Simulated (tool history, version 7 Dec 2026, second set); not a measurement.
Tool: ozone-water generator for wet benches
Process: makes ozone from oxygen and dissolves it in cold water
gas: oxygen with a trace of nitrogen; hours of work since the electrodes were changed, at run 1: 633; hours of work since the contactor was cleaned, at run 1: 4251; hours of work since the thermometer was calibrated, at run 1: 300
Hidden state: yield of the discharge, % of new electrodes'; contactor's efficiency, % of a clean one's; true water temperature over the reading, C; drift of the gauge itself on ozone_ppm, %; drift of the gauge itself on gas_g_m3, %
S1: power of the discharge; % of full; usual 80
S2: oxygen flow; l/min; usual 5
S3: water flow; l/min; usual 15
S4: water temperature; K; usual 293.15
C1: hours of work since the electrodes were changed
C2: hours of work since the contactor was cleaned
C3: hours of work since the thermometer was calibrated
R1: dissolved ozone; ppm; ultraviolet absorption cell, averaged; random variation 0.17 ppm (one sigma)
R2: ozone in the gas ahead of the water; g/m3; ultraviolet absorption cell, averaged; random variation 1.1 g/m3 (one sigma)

Run 1, hour 0: usual settings; C1 633; C2 4251; C3 300. Result: R1 22.5 ppm, R2 185.1 g/m3.
Run 2, hour 21.7: usual settings; C1 654; C2 4272; C3 321. Result: R1 22.4 ppm, R2 184.2 g/m3.
Run 3, hour 55.7: usual settings but S4 299.15 K; C1 687; C2 4305; C3 354. Result: R1 19.9 ppm, R2 184.7 g/m3.
Run 4, hour 79.5: usual settings; C1 711; C2 4328; C3 377. Result: R1 22.1 ppm, R2 184.1 g/m3.
Run 5, hour 105.6: usual settings but S2 5.1 l/min; C1 736; C2 4353; C3 403. Result: R1 22.5 ppm, R2 183.7 g/m3.
Run 6, hour 142.6: usual settings but S2 5.1 l/min; C1 772; C2 4389; C3 439. Result: R1 22.1 ppm, R2 183.4 g/m3.
Run 7, hour 185.3: usual settings but S2 5.1 l/min; C1 813; C2 4431; C3 480. Result: R1 22.6 ppm, R2 184.2 g/m3.
Run 8, hour 227: usual settings but S2 5.1 l/min; C1 854; C2 4471; C3 521. Result: R1 22.6 ppm, R2 182.2 g/m3.
Run 9, hour 255.1: usual settings but S2 5.1 l/min; C1 881; C2 4499; C3 548. Result: R1 22.4 ppm, R2 182.5 g/m3.
Run 10, hour 294.8: usual settings but S1 65 % of full, S2 4.68 l/min, S3 14 l/min, S4 292.15 K; C1 920; C2 4537; C3 587. Result: R1 19.5 ppm, R2 156.5 g/m3.
Run 11, hour 336.9: usual settings but S3 13 l/min; C1 961; C2 4578; C3 628. Result: R1 24.3 ppm, R2 183.3 g/m3.

Forecast each of these 5 alternatives for the next run:
Run A, hour 370.6: usual settings but S2 7.68 l/min, S3 12 l/min, S4 297.15 K; C1 994; C2 4611; C3 660. Result: R1 ?, R2 ?.
Run B, hour 370.6: usual settings but S1 82 % of full, S2 2.66 l/min, S3 20 l/min; C1 994; C2 4611; C3 660. Result: R1 ?, R2 ?.
Run C, hour 370.6: usual settings but S1 43 % of full, S3 11 l/min; C1 994; C2 4611; C3 660. Result: R1 ?, R2 ?.
Run D, hour 370.6: usual settings but S1 41 % of full, S4 290.15 K; C1 994; C2 4611; C3 660. Result: R1 ?, R2 ?.
Run E, hour 370.6: usual settings but S3 10 l/min, S4 295.15 K; C1 994; C2 4611; C3 660. Result: R1 ?, R2 ?.

run    R1     R2
  A  24.6    161
  B  14.7  229.3
  C  15.8  104.8
  D  12.7  100.4
  E  27.9  181.2
Without the tool's hidden state the same runs would have given:
run    R1     R2
  A  26.2  163.1
  B  16.1  232.4
  C  16.7  105.5
  D  13.6    101
  E  29.6  183.6
